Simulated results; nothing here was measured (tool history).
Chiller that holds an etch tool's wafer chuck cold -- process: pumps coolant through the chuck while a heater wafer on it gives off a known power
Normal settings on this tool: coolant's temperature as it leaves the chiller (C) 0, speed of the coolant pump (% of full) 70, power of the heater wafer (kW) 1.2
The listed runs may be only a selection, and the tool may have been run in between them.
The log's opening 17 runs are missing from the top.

run     day  coolant's temperature as it leaves the chiller (C)  speed of the coolant pump (% of full)  power of the heater wafer (kW)  hours since the coolant was changed and the channels were flushed  hours since the pump was overhauled  hours since the chiller's thermometer was calibrated  chuck's temperature once it has settled (C)  how much warmer the coolant comes back (C)
 18  18.842                                                   8                                     89                           1.602                                                               2480                                 1659                                                   866                                         17.3                                        4.05
 19  19.658                                                   3                                     72                           0.839                                                               2500                                 1679                                                   886                                          8.9                                        2.65
 20  20.479                                                 -10                                     72                           1.032                                                               2519                                 1699                                                   906                                         -2.6                                         3.2
 21  22.079                                                   1                                     67                             1.2                                                               2558                                 1737                                                   944                                          9.9                                        4.08
 22  23.075                                                   0                                     67                           1.079                                                               2582                                 1761                                                   968                                          8.1                                        3.67
 23  24.338                                                   0                                     67                           1.079                                                               2612                                 1791                                                   998                                            8                                        3.71
 24   25.85                                                   6                                     70                           1.582                                                               2648                                 1827                                                  1034                                         17.4                                        5.13
 25    26.7                                                   6                                     70                           1.582                                                               2669                                 1848                                                  1055                                         17.6                                        5.15
 26  27.717                                                   6                                     70                           1.582                                                               2693                                 1872                                                  1079                                         17.6                                        5.14
 27  28.712                                                   5                                     70                            1.66                                                               2717                                 1896                                                  1103                                           17                                        5.34
 28    29.8                                                   5                                     92                           1.297                                                               2743                                 1922                                                  1129                                         12.4                                        3.17
 29  31.167                                                   5                                     88                             1.2                                                               2776                                 1955                                                  1162                                         12.3                                        3.09
 30  32.296                                                   5                                     88                             1.2                                                               2803                                 1982                                                  1189                                         12.1                                        3.12
 31  33.746                                                   7                                     96                             1.2                                                               2838                                 2017                                                  1224                                         13.4                                         2.8

Branching from run 31: 5 alternative next runs. What would each branch give?
  A  35.038                                                   8                                     75                           0.829                                                               2869                                 2048                                                  1255                                            ?                                           ?
  B  35.038                                                   7                                     96                           1.062                                                               2869                                 2048                                                  1255                                            ?                                           ?
  C  35.038                                                   6                                     63                            0.86                                                               2869                                 2048                                                  1255                                            ?                                           ?
  D  35.038                                                   7                                     96                           1.701                                                               2869                                 2048                                                  1255                                            ?                                           ?
  E  35.038                                                  -5                                     95                           1.333                                                               2869                                 2048                                                  1255                                            ?                                           ?

run  chuck's temperature once it has settled (C)  how much warmer the coolant comes back (C)
  A                                         13.5                                        2.56
  B                                         12.8                                        2.51
  C                                         12.9                                        3.14
  D                                         16.2                                        3.96
  E                                          2.2                                        3.13
Stripped of hidden state, with their random variation kept, the same runs would have yielded:
run  chuck's temperature once it has settled (C)  how much warmer the coolant comes back (C)
  A                                         13.4                                        2.47
  B                                         12.6                                        2.43
  C                                         12.7                                        3.04
  D                                         15.8                                        3.83
  E                                          1.9                                        3.03
